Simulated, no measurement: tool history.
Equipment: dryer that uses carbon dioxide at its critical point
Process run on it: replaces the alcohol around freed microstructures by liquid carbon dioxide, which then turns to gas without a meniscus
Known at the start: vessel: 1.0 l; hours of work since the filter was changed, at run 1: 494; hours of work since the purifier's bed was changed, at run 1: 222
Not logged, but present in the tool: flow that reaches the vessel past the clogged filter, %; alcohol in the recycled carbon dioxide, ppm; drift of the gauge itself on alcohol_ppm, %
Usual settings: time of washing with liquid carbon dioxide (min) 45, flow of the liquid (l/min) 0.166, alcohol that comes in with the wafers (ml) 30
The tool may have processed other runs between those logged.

run   hour  time of washing with liquid carbon dioxide (min)  flow of the liquid (l/min)  alcohol that comes in with the wafers (ml)  hours of work since the filter was changed  hours of work since the purifier's bed was changed  alcohol left in the vessel before it's heated (ppm by volume)
  1    0.0                                                45                       0.166                                          30                                         494                                                 222                                                            266
  2   30.2                                                45                       0.166                                          92                                         511                                                 239                                                            815
  3   46.9                                                45                       0.166                                          92                                         520                                                 248                                                            799
  4   59.5                                                45                       0.166                                          92                                         527                                                 255                                                            798
  5   89.1                                                45                       0.166                                          92                                         544                                                 272                                                            841
  6  113.4                                                45                       0.166                                          30                                         557                                                 285                                                            285
  7  139.2                                                45                       0.164                                          30                                         572                                                 300                                                            299
  8  160.7                                                45                       0.166                                          30                                         584                                                 312                                                            287
     186.3  -- inlet filter changed
  9  190.9                                                30                       0.166                                          30                                           3                                                 328                                                            910
 10  220.0                                                30                       0.166                                          30                                          19                                                 344                                                            890
 11  242.8                                                30                       0.166                                          30                                          31                                                 357                                                            927
 12  268.8                                                45                       0.109                                          30                                          46                                                 371                                                           1115
 13  281.5                                                69                       0.136                                          27                                          53                                                 378                                                             56
 14  301.2                                                63                       0.223                                          27                                          64                                                 389                                                             31
 15  326.0                                                63                       0.223                                          27                                          78                                                 403                                                             17
 16  355.9                                                37                       0.168                                          45                                          94                                                 420                                                            618
 17  371.1                                                37                       0.168                                          45                                         103                                                 428                                                            616
 18  395.4                                                55                       0.245                                          54                                         116                                                 442                                                             18
 19  411.0                                                38                       0.129                                          23                                         125                                                 450                                                            867
 20  438.9                                                38                       0.129                                          23                                         141                                                 466                                                            871
 21  466.7                                                38                       0.129                                          23                                         156                                                 481                                                            876
 22  480.1                                                55                       0.202                                          68                                         164                                                 489                                                             49
 23  499.5                                                45                       0.267                                          72                                         174                                                 500                                                             26

Alternative continuations, all from the tool just after run 23; predict every row:
  A  523.8                                                48                       0.167                                          45                                         188                                                 513                                                              ?
  B  523.8                                                40                       0.107                                          22                                         188                                                 513                                                              ?
  C  523.8                                                71                       0.127                                          44                                         188                                                 513                                                              ?
  D  523.8                                                45                       0.241                                          90                                         188                                                 513                                                              ?
  E  523.8                                                48                       0.194                                          27                                         188                                                 513                                                              ?

run  alcohol left in the vessel before it's heated (ppm by volume)
  A                                                            218
  B                                                           1348
  C                                                            116
  D                                                             61
  E                                                             53
Take away the tool's hidden state, keep each run's random variation, and the runs would have read:
run  alcohol left in the vessel before it's heated (ppm by volume)
  A                                                            165
  B                                                           1186
  C                                                             81
  D                                                             38
  E                                                             31
